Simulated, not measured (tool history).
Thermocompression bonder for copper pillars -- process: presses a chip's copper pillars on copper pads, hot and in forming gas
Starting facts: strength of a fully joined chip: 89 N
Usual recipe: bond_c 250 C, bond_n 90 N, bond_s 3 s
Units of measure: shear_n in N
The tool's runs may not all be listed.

run 1 hour=0.0 | bond_c=250 bond_n=90 bond_s=3 | shear_n=56.3
run 2 hour=36.5 | bond_c=250 bond_n=90 bond_s=4 | shear_n=60.7
run 3 hour=84.2 | bond_c=250 bond_n=90 bond_s=6 | shear_n=67.3
run 4 hour=133.0 | bond_c=250 bond_n=90 bond_s=6 | shear_n=67.1
run 5 hour=189.3 | bond_c=250 bond_n=59 bond_s=3 | shear_n=44.5
run 6 hour=230.7 | bond_c=250 bond_n=59 bond_s=3 | shear_n=44.8
run 7 hour=288.0 | bond_c=250 bond_n=59 bond_s=3 | shear_n=44.6
run 8 hour=338.1 | bond_c=250 bond_n=90 bond_s=3 | shear_n=55.8
run 9 hour=365.2 | bond_c=250 bond_n=90 bond_s=3 | shear_n=56.0
run 10 hour=399.5 | bond_c=250 bond_n=90 bond_s=3 | shear_n=55.7
run 11 hour=431.3 | bond_c=250 bond_n=90 bond_s=3 | shear_n=55.7
-- hour=473.4 forming gas filter changed
run 12 hour=473.7 | bond_c=250 bond_n=90 bond_s=3 | shear_n=58.1
run 13 hour=517.3 | bond_c=268 bond_n=90 bond_s=3 | shear_n=65.6
-- hour=538.9 heater calibrated with a thermocouple chip
run 14 hour=564.8 | bond_c=268 bond_n=90 bond_s=3 | shear_n=63.0
run 15 hour=620.3 | bond_c=268 bond_n=90 bond_s=3 | shear_n=63.2
run 16 hour=673.8 | bond_c=250 bond_n=90 bond_s=3 | shear_n=55.1
run 17 hour=735.5 | bond_c=250 bond_n=90 bond_s=3 | shear_n=55.2
run 18 hour=792.2 | bond_c=250 bond_n=88 bond_s=3 | shear_n=54.0
run 19 hour=818.9 | bond_c=244 bond_n=86 bond_s=8 | shear_n=65.7
run 20 hour=855.2 | bond_c=280 bond_n=93 bond_s=2 | shear_n=61.6
run 21 hour=918.4 | bond_c=250 bond_n=95 bond_s=5 | shear_n=64.0
run 22 hour=959.9 | bond_c=250 bond_n=61 bond_s=7 | shear_n=57.5
-- hour=965.6 force cell calibrated
run 23 hour=996.6 | bond_c=250 bond_n=61 bond_s=7 | shear_n=58.1
run 24 hour=1039.6 | bond_c=250 bond_n=59 bond_s=7 | shear_n=57.5
run 25 hour=1065.9 | bond_c=250 bond_n=59 bond_s=7 | shear_n=57.2
run 26 hour=1102.7 | bond_c=245 bond_n=67 bond_s=2 | shear_n=39.5
run 27 hour=1149.3 | bond_c=254 bond_n=67 bond_s=2 | shear_n=43.0
run 28 hour=1181.3 | bond_c=260 bond_n=71 bond_s=9 | shear_n=69.0
-- hour=1192.9 forming gas filter changed
run 29 hour=1244.1 | bond_c=260 bond_n=71 bond_s=9 | shear_n=72.2
run 30 hour=1286.5 | bond_c=236 bond_n=71 bond_s=9 | shear_n=63.1
run 31 hour=1341.7 | bond_c=236 bond_n=71 bond_s=7 | shear_n=58.6
run 32 hour=1371.2 | bond_c=273 bond_n=55 bond_s=7 | shear_n=67.0
run 33 hour=1397.4 | bond_c=273 bond_n=55 bond_s=7 | shear_n=67.3

Each run again, without the hidden state but with its own random variation kept:
Hidden state present: true temperature of the bond over the reading, C; force that reaches the chip, % of what is set; oxide that the forming gas leaves, % of the face; drift of the gauge itself on shear_n, %.
run=1 shear_n=56.6
run=2 shear_n=61.1
run=3 shear_n=68.0
run=4 shear_n=67.9
run=5 shear_n=44.8
run=6 shear_n=45.1
run=7 shear_n=45.0
run=8 shear_n=56.7
run=9 shear_n=56.8
run=10 shear_n=56.7
run=11 shear_n=56.6
run=12 shear_n=56.5
run=13 shear_n=64.4
run=14 shear_n=64.7
run=15 shear_n=65.0
run=16 shear_n=56.9
run=17 shear_n=57.1
run=18 shear_n=56.0
run=19 shear_n=68.0
run=20 shear_n=63.9
run=21 shear_n=66.5
run=22 shear_n=59.8
run=23 shear_n=59.5
run=24 shear_n=58.9
run=25 shear_n=58.6
run=26 shear_n=40.2
run=27 shear_n=43.9
run=28 shear_n=71.4
run=29 shear_n=71.3
run=30 shear_n=61.9
run=31 shear_n=57.4
run=32 shear_n=66.3
run=33 shear_n=66.7

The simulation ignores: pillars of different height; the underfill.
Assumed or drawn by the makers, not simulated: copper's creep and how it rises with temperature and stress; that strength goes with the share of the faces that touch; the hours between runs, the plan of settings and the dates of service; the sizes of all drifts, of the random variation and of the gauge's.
